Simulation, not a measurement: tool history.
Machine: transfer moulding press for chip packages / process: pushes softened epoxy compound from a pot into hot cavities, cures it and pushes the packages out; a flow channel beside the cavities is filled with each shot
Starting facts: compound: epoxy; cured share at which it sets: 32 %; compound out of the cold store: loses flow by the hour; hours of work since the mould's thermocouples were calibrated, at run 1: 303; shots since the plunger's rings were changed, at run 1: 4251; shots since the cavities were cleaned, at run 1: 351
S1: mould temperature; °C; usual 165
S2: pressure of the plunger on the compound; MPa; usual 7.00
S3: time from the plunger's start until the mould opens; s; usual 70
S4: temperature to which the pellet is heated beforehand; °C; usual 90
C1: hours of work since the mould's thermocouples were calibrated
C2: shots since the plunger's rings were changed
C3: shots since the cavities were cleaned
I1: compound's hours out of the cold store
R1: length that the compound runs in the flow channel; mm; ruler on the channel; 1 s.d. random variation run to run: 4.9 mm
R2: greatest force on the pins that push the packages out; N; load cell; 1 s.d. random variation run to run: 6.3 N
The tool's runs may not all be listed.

| run | hour | S1 | S2 | S3 | S4 | C1 | C2 | C3 | I1 | R1 | R2 |
|---|---|---|---|---|---|---|---|---|---|---|---|
| 1 | 0.0 | 165 | 7.00 | 70 | 90 | 303 | 4251 | 351 | 9.1 | 538 | 421 |
| 2 | 5.6 | 165 | 7.00 | 70 | 90 | 308 | 4359 | 459 | 47.8 | 435 | 389 |
| 3 | 13.9 | 165 | 7.00 | 70 | 90 | 313 | 4517 | 617 | 21.4 | 491 | 446 |
|  | 22.4 | cavities cleaned with cleaning compound and waxed |
| 4 | 22.4 | 165 | 7.00 | 70 | 96 | 318 | 4651 | 0 | 43.1 | 450 | 255 |
| 5 | 30.4 | 165 | 7.00 | 70 | 96 | 324 | 4805 | 154 | 24.6 | 492 | 338 |
| 6 | 39.9 | 165 | 7.00 | 70 | 96 | 331 | 4986 | 335 | 17.6 | 503 | 398 |
| 7 | 51.5 | 165 | 7.00 | 60 | 90 | 339 | 5210 | 559 | 16.4 | 501 | 705 |
|  | 63.3 | cavities cleaned with cleaning compound and waxed |
| 8 | 63.7 | 165 | 7.00 | 60 | 90 | 347 | 5414 | 7 | 38.6 | 450 | 388 |
| 9 | 74.3 | 165 | 7.00 | 70 | 90 | 355 | 5617 | 210 | 11.3 | 516 | 372 |
|  | 76.9 | mould's thermocouples calibrated |
| 10 | 83.0 | 173 | 7.00 | 70 | 90 | 4 | 5745 | 338 | 24.2 | 467 | 261 |
| 11 | 95.2 | 173 | 7.00 | 70 | 90 | 13 | 5978 | 571 | 10.8 | 493 | 293 |
|  | 106.4 | cavities cleaned with cleaning compound and waxed |
| 12 | 107.7 | 169 | 7.00 | 70 | 90 | 21 | 6190 | 26 | 19.1 | 487 | 220 |
| 13 | 113.8 | 169 | 7.00 | 70 | 90 | 25 | 6306 | 142 | 20.2 | 476 | 257 |
| 14 | 121.0 | 169 | 7.00 | 70 | 90 | 30 | 6443 | 279 | 13.7 | 494 | 292 |
|  | 126.8 | plunger's sealing rings changed |
|  | 130.5 | mould's thermocouples calibrated, once more |
| 15 | 137.2 | 171 | 7.00 | 70 | 90 | 5 | 161 | 503 | 33.3 | 500 | 303 |
| 16 | 144.5 | 171 | 7.00 | 70 | 90 | 10 | 303 | 645 | 36.3 | 484 | 312 |
|  | 152.0 | cavities cleaned with cleaning compound and waxed |
| 17 | 158.0 | 171 | 7.00 | 70 | 90 | 19 | 532 | 115 | 38.8 | 478 | 213 |
| 18 | 169.4 | 165 | 8.68 | 70 | 90 | 27 | 749 | 332 | 31.1 | 562 | 371 |
| 19 | 181.6 | 165 | 8.68 | 70 | 90 | 36 | 984 | 567 | 23.7 | 592 | 446 |
| 20 | 187.9 | 171 | 8.68 | 70 | 82 | 40 | 1105 | 688 | 24.5 | 574 | 336 |
|  | 193.1 | cavities cleaned with cleaning compound and waxed |
| 21 | 195.8 | 165 | 5.80 | 70 | 91 | 45 | 1227 | 53 | 37.2 | 447 | 277 |
| 22 | 206.7 | 165 | 5.84 | 70 | 91 | 52 | 1435 | 261 | 18.1 | 498 | 354 |
| 23 | 215.5 | 165 | 5.84 | 67 | 100 | 59 | 1605 | 431 | 32.5 | 456 | 411 |
| 24 | 224.3 | 165 | 5.84 | 67 | 100 | 65 | 1772 | 598 | 23.1 | 477 | 464 |
|  | 233.3 | cavities cleaned with cleaning compound and waxed |
| 25 | 233.3 | 165 | 5.84 | 67 | 100 | 71 | 1917 | 0 | 34.7 | 449 | 257 |
| 26 | 241.6 | 170 | 5.84 | 67 | 100 | 76 | 2076 | 159 | 25.6 | 452 | 255 |
| 27 | 248.3 | 170 | 7.88 | 52 | 89 | 81 | 2204 | 287 | 39.6 | 498 | 561 |
| 28 | 255.1 | 160 | 6.81 | 78 | 85 | 86 | 2334 | 417 | 32.2 | 500 | 461 |

What does the tool deliver on the next run?
| 29 | 260.5 | 170 | 8.53 | 86 | 98 | 90 | 2437 | 520 | 19.2 | ? | ? |

Logged for run 29: R1 558 mm, R2 271 N.
With the hidden condition absent and the run-to-run variation left alone, this run would have shown R1 581 mm, R2 163 N.

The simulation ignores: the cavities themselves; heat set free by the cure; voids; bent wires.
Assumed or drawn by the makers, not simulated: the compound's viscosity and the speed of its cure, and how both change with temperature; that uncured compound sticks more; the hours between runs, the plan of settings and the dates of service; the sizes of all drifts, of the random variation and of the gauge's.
